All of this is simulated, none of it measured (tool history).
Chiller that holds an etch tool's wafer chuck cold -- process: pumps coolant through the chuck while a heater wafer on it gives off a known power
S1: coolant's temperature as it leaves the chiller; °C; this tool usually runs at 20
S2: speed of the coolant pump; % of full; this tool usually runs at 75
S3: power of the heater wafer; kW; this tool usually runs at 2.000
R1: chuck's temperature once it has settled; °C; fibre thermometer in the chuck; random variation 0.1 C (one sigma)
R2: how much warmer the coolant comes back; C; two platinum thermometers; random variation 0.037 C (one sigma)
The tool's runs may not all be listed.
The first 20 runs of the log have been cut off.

run,hour,S1,S2,S3,R1,R2
21,796.0,17,76,1.724,32.2,6.30
22,838.7,17,81,2.969,42.2,10.19
23,867.7,17,81,2.969,42.3,10.26
24,897.6,17,81,2.969,42.2,10.25
25,926.6,17,81,1.484,29.6,5.09
26,948.8,10,71,1.084,20.0,4.32
27,999.4,20,85,1.793,34.9,5.86
28,1046.5,22,85,1.793,36.9,5.94
29,1090.7,22,85,1.474,34.4,4.84
30,1128.1,16,75,2.000,34.0,7.46
31,1173.4,20,75,1.785,36.1,6.69

Alternative continuations, all from the tool just after run 31; predict every row:
A,1207.5,28,75,1.135,?,?
B,1207.5,17,82,1.776,?,?
C,1207.5,18,75,2.000,?,?

run,R1,R2
A,38.1,4.23
B,32.3,6.05
C,36.1,7.54
Take away the tool's hidden state, keep each run's random variation, and the runs would have read:
run,R1,R2
A,36.5,4.06
B,29.8,5.82
C,33.2,7.24
